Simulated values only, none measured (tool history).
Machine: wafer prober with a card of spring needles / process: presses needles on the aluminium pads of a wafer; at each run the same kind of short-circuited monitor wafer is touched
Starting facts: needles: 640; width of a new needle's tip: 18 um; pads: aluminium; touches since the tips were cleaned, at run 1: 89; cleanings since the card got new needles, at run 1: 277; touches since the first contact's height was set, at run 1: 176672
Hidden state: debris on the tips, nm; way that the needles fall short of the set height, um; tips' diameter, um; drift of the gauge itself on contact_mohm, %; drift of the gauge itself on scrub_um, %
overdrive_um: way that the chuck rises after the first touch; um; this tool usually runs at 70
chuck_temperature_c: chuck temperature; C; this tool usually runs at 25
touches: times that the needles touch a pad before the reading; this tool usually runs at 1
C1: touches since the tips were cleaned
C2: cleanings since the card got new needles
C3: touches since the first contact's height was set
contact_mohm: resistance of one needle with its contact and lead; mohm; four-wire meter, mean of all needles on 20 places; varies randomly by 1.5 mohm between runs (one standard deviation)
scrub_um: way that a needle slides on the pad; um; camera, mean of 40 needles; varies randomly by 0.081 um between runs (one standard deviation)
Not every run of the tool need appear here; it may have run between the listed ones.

Run 1, hour 0: usual settings; C1 89; C2 277; C3 176672. Result: contact_mohm 145 mohm, scrub_um 13.83 um.
At hour 7.6: tips cleaned on abrasive film.
At hour 17.2: tips cleaned on abrasive film.
At hour 26.7: tips cleaned on abrasive film.
At hour 36.3: tips cleaned on abrasive film.
At hour 43.9: tips cleaned on abrasive film.
At hour 53.4: tips cleaned on abrasive film.
Run 2, hour 59.1: usual settings; C1 2533; C2 283; C3 203084. Result: contact_mohm 146 mohm, scrub_um 13.93 um.
At hour 62.9: tips cleaned on abrasive film.
At hour 72.5: tips cleaned on abrasive film.
At hour 80.1: tips cleaned on abrasive film.
At hour 89.7: tips cleaned on abrasive film.
At hour 97.3: tips cleaned on abrasive film.
At hour 106.8: tips cleaned on abrasive film.
At hour 116.4: tips cleaned on abrasive film.
At hour 124: tips cleaned on abrasive film.
At hour 133.6: tips cleaned on abrasive film.
Run 3, hour 133.7: usual settings; C1 57; C2 292; C3 236410. Result: contact_mohm 143 mohm, scrub_um 13.97 um.
At hour 141.4: tips cleaned on abrasive film.
At hour 143.5: height of the first contact set anew.
At hour 151.2: tips cleaned on abrasive film.
At hour 160.7: tips cleaned on abrasive film.
At hour 170.3: tips cleaned on abrasive film.
At hour 179.8: tips cleaned on abrasive film.
At hour 189.4: tips cleaned on abrasive film.
At hour 198.9: tips cleaned on abrasive film.
At hour 208.4: tips cleaned on abrasive film.
Run 4, hour 208.5: usual settings; C1 30; C2 300; C3 29034. Result: contact_mohm 146 mohm, scrub_um 14.17 um.
At hour 216.1: tips cleaned on abrasive film.
At hour 225.6: tips cleaned on abrasive film.
At hour 235.2: tips cleaned on abrasive film.
At hour 244.7: tips cleaned on abrasive film.
At hour 254.3: tips cleaned on abrasive film.
At hour 261.9: tips cleaned on abrasive film.
Run 5, hour 265: usual settings; C1 1387; C2 306; C3 54283. Result: contact_mohm 147 mohm, scrub_um 13.99 um.
At hour 270.7: tips cleaned on abrasive film.
At hour 278.4: tips cleaned on abrasive film.
At hour 287.9: tips cleaned on abrasive film.
At hour 297.5: tips cleaned on abrasive film.
At hour 307: tips cleaned on abrasive film.
At hour 316.6: tips cleaned on abrasive film.
At hour 326.1: tips cleaned on abrasive film.
At hour 335.6: tips cleaned on abrasive film.
At hour 343.3: tips cleaned on abrasive film.
At hour 352.8: tips cleaned on abrasive film.
Run 6, hour 358.8: usual settings; C1 2684; C2 316; C3 96209. Result: contact_mohm 146 mohm, scrub_um 13.99 um.
At hour 360.7: tips cleaned on abrasive film.
At hour 370.3: tips cleaned on abrasive film.
At hour 379.8: tips cleaned on abrasive film.
At hour 389.4: tips cleaned on abrasive film.
At hour 398.9: tips cleaned on abrasive film.
At hour 408.4: tips cleaned on abrasive film.
At hour 418: tips cleaned on abrasive film.
At hour 427.5: tips cleaned on abrasive film.
At hour 437.1: tips cleaned on abrasive film.
At hour 446.6: tips cleaned on abrasive film.
At hour 456.1: tips cleaned on abrasive film.
Run 7, hour 458.8: usual settings; C1 1223; C2 327; C3 140936. Result: contact_mohm 147 mohm, scrub_um 14.05 um.
At hour 464.6: tips cleaned on abrasive film.
At hour 474.2: tips cleaned on abrasive film.
At hour 483.7: tips cleaned on abrasive film.
At hour 491.3: tips cleaned on abrasive film.
At hour 500.9: tips cleaned on abrasive film.
At hour 510.4: tips cleaned on abrasive film.
Run 8, hour 513.4: usual settings but chuck_temperature_c 92 C; C1 1368; C2 333; C3 165337. Result: contact_mohm 156 mohm, scrub_um 14.03 um.
At hour 519.2: tips cleaned on abrasive film.
At hour 528.8: tips cleaned on abrasive film.
At hour 536.4: tips cleaned on abrasive film.
At hour 545.9: tips cleaned on abrasive film.
At hour 555.5: tips cleaned on abrasive film.
At hour 563.1: tips cleaned on abrasive film.
At hour 572.7: tips cleaned on abrasive film.
At hour 580.3: tips cleaned on abrasive film.
At hour 589.9: tips cleaned on abrasive film.
At hour 597.5: tips cleaned on abrasive film.
Run 9, hour 599.8: usual settings but overdrive_um 75 um; C1 1012; C2 343; C3 203884. Result: contact_mohm 143 mohm, scrub_um 15.2 um.
At hour 605.5: tips cleaned on abrasive film.
At hour 615.1: tips cleaned on abrasive film.
At hour 624.6: tips cleaned on abrasive film.
At hour 632.2: tips cleaned on abrasive film.
At hour 641.8: tips cleaned on abrasive film.
At hour 651.3: tips cleaned on abrasive film.
At hour 660.9: tips cleaned on abrasive film.
At hour 670.4: tips cleaned on abrasive film.
At hour 679.9: tips cleaned on abrasive film.
Run 10, hour 680.9: usual settings but overdrive_um 74 um; C1 441; C2 352; C3 240152. Result: contact_mohm 144 mohm, scrub_um 14.84 um.
At hour 683.1: height of the first contact set anew.
At hour 688.9: tips cleaned on abrasive film.
At hour 698.4: tips cleaned on abrasive film.
At hour 707.9: tips cleaned on abrasive film.
At hour 717.5: tips cleaned on abrasive film.
At hour 727: tips cleaned on abrasive film.
Run 11, hour 728.1: usual settings but overdrive_um 74 um; C1 478; C2 357; C3 20099. Result: contact_mohm 145 mohm, scrub_um 14.9 um.
At hour 735.7: tips cleaned on abrasive film.
At hour 743.4: tips cleaned on abrasive film.
At hour 752.9: tips cleaned on abrasive film.
At hour 762.5: tips cleaned on abrasive film.
At hour 772: tips cleaned on abrasive film.
At hour 781.5: tips cleaned on abrasive film.
At hour 789.2: tips cleaned on abrasive film.
At hour 798.7: tips cleaned on abrasive film.
Run 12, hour 799.2: usual settings but overdrive_um 74 um; C1 201; C2 365; C3 51863. Result: contact_mohm 142 mohm, scrub_um 14.99 um.
At hour 806.8: tips cleaned on abrasive film.
At hour 816.4: tips cleaned on abrasive film.
At hour 825.9: tips cleaned on abrasive film.
At hour 835.5: tips cleaned on abrasive film.
At hour 845: tips cleaned on abrasive film.
At hour 854.5: tips cleaned on abrasive film.
At hour 864.1: tips cleaned on abrasive film.
At hour 873.6: tips cleaned on abrasive film.
Run 13, hour 880.6: usual settings but overdrive_um 78 um, touches 2; C1 3172; C2 373; C3 88306. Result: contact_mohm 144 mohm, scrub_um 15.75 um.
At hour 882.6: tips cleaned on abrasive film.
At hour 892.2: tips cleaned on abrasive film.
At hour 901.7: tips cleaned on abrasive film.
At hour 911.2: tips cleaned on abrasive film.
At hour 920.8: tips cleaned on abrasive film.
At hour 928.4: tips cleaned on abrasive film.
At hour 938: tips cleaned on abrasive film.
At hour 947.5: tips cleaned on abrasive film.
Run 14, hour 951.4: usual settings but overdrive_um 58 um, chuck_temperature_c 48 C; C1 1742; C2 381; C3 119906. Result: contact_mohm 153 mohm, scrub_um 11.71 um.
At hour 955.3: tips cleaned on abrasive film.
At hour 962.9: tips cleaned on abrasive film.
At hour 972.5: tips cleaned on abrasive film.
At hour 982: tips cleaned on abrasive film.
At hour 991.6: tips cleaned on abrasive film.
At hour 999.2: tips cleaned on abrasive film.
At hour 1008.7: tips cleaned on abrasive film.
At hour 1016.4: tips cleaned on abrasive film.
At hour 1025.9: tips cleaned on abrasive film.
At hour 1035.5: tips cleaned on abrasive film.
At hour 1045: tips cleaned on abrasive film.
Run 15, hour 1052.6: usual settings but overdrive_um 50 um, touches 2; C1 3410; C2 392; C3 165137. Result: contact_mohm 150 mohm, scrub_um 10.1 um.
At hour 1054.6: tips cleaned on abrasive film.
At hour 1062.2: tips cleaned on abrasive film.
At hour 1071.7: tips cleaned on abrasive film.
At hour 1081.3: tips cleaned on abrasive film.
At hour 1088.9: tips cleaned on abrasive film.
At hour 1098.5: tips cleaned on abrasive film.
At hour 1108: tips cleaned on abrasive film.
Run 16, hour 1113.4: usual settings but overdrive_um 50 um, touches 2; C1 2446; C2 399; C3 192322. Result: contact_mohm 150 mohm, scrub_um 10.09 um.
At hour 1117.3: tips cleaned on abrasive film.
At hour 1126.8: tips cleaned on abrasive film.
At hour 1134.5: tips cleaned on abrasive film.
At hour 1144: tips cleaned on abrasive film.
At hour 1153.6: tips cleaned on abrasive film.
At hour 1163.1: tips cleaned on abrasive film.
Run 17, hour 1168.2: usual settings but overdrive_um 50 um, touches 2; C1 2308; C2 405; C3 216809. Result: contact_mohm 152 mohm, scrub_um 10.14 um.
At hour 1172.1: tips cleaned on abrasive film.
At hour 1179.7: tips cleaned on abrasive film.
At hour 1189.3: tips cleaned on abrasive film.
At hour 1196.9: tips cleaned on abrasive film.
At hour 1206.5: tips cleaned on abrasive film.
At hour 1216: tips cleaned on abrasive film.
At hour 1222: height of the first contact set anew.
At hour 1224: tips cleaned on abrasive film.
At hour 1233.5: tips cleaned on abrasive film.
Run 18, hour 1236.9: usual settings but overdrive_um 61 um, chuck_temperature_c 90 C, touches 2; C1 1551; C2 413; C3 6669. Result: contact_mohm 161 mohm, scrub_um 12.34 um.

Predict each of these 4 candidate next runs independently; none follows another, all start after run 18:
At hour 1242.7: tips cleaned on abrasive film.
At hour 1250.4: tips cleaned on abrasive film.
At hour 1259.9: tips cleaned on abrasive film.
At hour 1269.4: tips cleaned on abrasive film.
At hour 1279: tips cleaned on abrasive film.
At hour 1288.5: tips cleaned on abrasive film.
At hour 1298: tips cleaned on abrasive film.
Run A, hour 1305.3: usual settings but overdrive_um 61 um, chuck_temperature_c 90 C, touches 2; C1 3275; C2 420; C3 37242. Result: contact_mohm ?, scrub_um ?.
At hour 1242.7: tips cleaned on abrasive film.
At hour 1250.4: tips cleaned on abrasive film.
At hour 1259.9: tips cleaned on abrasive film.
At hour 1269.4: tips cleaned on abrasive film.
At hour 1279: tips cleaned on abrasive film.
At hour 1288.5: tips cleaned on abrasive film.
At hour 1298: tips cleaned on abrasive film.
Run B, hour 1305.3: usual settings but overdrive_um 84 um, chuck_temperature_c 98 C, touches 3; C1 3275; C2 420; C3 37242. Result: contact_mohm ?, scrub_um ?.
At hour 1242.7: tips cleaned on abrasive film.
At hour 1250.4: tips cleaned on abrasive film.
At hour 1259.9: tips cleaned on abrasive film.
At hour 1269.4: tips cleaned on abrasive film.
At hour 1279: tips cleaned on abrasive film.
At hour 1288.5: tips cleaned on abrasive film.
At hour 1298: tips cleaned on abrasive film.
Run C, hour 1305.3: usual settings; C1 3275; C2 420; C3 37242. Result: contact_mohm ?, scrub_um ?.
At hour 1242.7: tips cleaned on abrasive film.
At hour 1250.4: tips cleaned on abrasive film.
At hour 1259.9: tips cleaned on abrasive film.
At hour 1269.4: tips cleaned on abrasive film.
At hour 1279: tips cleaned on abrasive film.
At hour 1288.5: tips cleaned on abrasive film.
At hour 1298: tips cleaned on abrasive film.
Run D, hour 1305.3: usual settings but overdrive_um 60 um, chuck_temperature_c 100 C; C1 3275; C2 420; C3 37242. Result: contact_mohm ?, scrub_um ?.

run  contact_mohm  scrub_um
  A           156     12.39
  B           155     17.01
  C           145     14.11
  D           159     12.17
What these runs would have given with no unlogged condition in the tool:
run  contact_mohm  scrub_um
  A           156     12.15
  B           155     16.67
  C           145     13.83
  D           159     11.93
